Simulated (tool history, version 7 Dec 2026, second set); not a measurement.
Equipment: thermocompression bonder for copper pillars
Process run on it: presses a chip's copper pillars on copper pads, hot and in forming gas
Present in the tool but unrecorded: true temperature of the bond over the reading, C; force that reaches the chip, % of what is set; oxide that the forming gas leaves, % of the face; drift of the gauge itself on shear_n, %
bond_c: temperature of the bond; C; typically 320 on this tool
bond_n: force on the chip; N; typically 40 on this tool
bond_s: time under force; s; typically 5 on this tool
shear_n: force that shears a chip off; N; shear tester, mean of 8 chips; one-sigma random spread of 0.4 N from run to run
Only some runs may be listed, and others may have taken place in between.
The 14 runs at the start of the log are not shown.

| run | hour | bond_c | bond_n | bond_s | hours of work since the heater was calibrated | hours of work since the force cell was calibrated | hours of work since the gas filter was changed | shear_n |
|---|---|---|---|---|---|---|---|---|
| 15 | 717.4 | 320 | 32 | 5 | 521 | 899 | 235 | 37.9 |
| 16 | 786.3 | 320 | 32 | 5 | 557 | 935 | 271 | 37.7 |
| 17 | 866.1 | 320 | 40 | 5 | 598 | 976 | 312 | 45.9 |
| 18 | 936.8 | 320 | 40 | 5 | 635 | 1013 | 349 | 47.3 |
|  | 943.1 | force cell calibrated |
| 19 | 973.8 | 320 | 40 | 5 | 653 | 16 | 367 | 44.8 |
| 20 | 1015 | 318 | 34 | 13 | 675 | 37 | 389 | 52.4 |
| 21 | 1058.4 | 350 | 40 | 7 | 697 | 60 | 411 | 69.4 |
| 22 | 1121 | 325 | 40 | 11 | 730 | 92 | 444 | 61.6 |
| 23 | 1196.3 | 320 | 50 | 4 | 769 | 131 | 483 | 50.5 |
|  | 1227.4 | forming gas filter changed |
| 24 | 1231.9 | 315 | 28 | 4 | 787 | 150 | 2 | 27.4 |
| 25 | 1301.2 | 320 | 28 | 8 | 823 | 186 | 38 | 38.8 |
| 26 | 1341.9 | 320 | 40 | 12 | 844 | 207 | 59 | 61.8 |
| 27 | 1374.5 | 320 | 40 | 12 | 861 | 224 | 76 | 60.7 |
|  | 1397.7 | force cell calibrated, once more |
| 28 | 1438.8 | 320 | 40 | 12 | 894 | 21 | 109 | 65.7 |
| 29 | 1487.5 | 320 | 25 | 11 | 919 | 47 | 134 | 43.4 |
| 30 | 1562.6 | 311 | 25 | 13 | 958 | 86 | 173 | 41.3 |
| 31 | 1629.7 | 321 | 40 | 5 | 993 | 120 | 208 | 50.1 |
| 32 | 1682.5 | 328 | 40 | 5 | 1020 | 148 | 235 | 54.4 |
| 33 | 1729.7 | 323 | 48 | 7 | 1044 | 172 | 260 | 66.5 |
| 34 | 1762.2 | 320 | 39 | 3 | 1061 | 189 | 277 | 40.5 |
| 35 | 1842.8 | 320 | 39 | 3 | 1103 | 231 | 319 | 39.7 |
| 36 | 1886.2 | 319 | 37 | 4 | 1126 | 253 | 341 | 41.8 |
| 37 | 1919.1 | 320 | 56 | 8 | 1143 | 270 | 358 | 72.9 |

Here are 5 independent what-if runs from the current tool condition. What would each one return?
| A | 1974.7 | 349 | 46 | 4 | 1172 | 299 | 387 | ? |
| B | 1974.7 | 312 | 41 | 3 | 1172 | 299 | 387 | ? |
| C | 1974.7 | 326 | 56 | 8 | 1172 | 299 | 387 | ? |
| D | 1974.7 | 320 | 29 | 12 | 1172 | 299 | 387 | ? |
| E | 1974.7 | 326 | 25 | 4 | 1172 | 299 | 387 | ? |

| run | shear_n |
|---|---|
| A | 70.1 |
| B | 37.2 |
| C | 76.7 |
| D | 51.2 |
| E | 31.9 |
Stripped of hidden state, with their random variation kept, the same runs would have yielded:
| run | shear_n |
|---|---|
| A | 68.1 |
| B | 35 |
| C | 74.7 |
| D | 48.7 |
| E | 30.1 |

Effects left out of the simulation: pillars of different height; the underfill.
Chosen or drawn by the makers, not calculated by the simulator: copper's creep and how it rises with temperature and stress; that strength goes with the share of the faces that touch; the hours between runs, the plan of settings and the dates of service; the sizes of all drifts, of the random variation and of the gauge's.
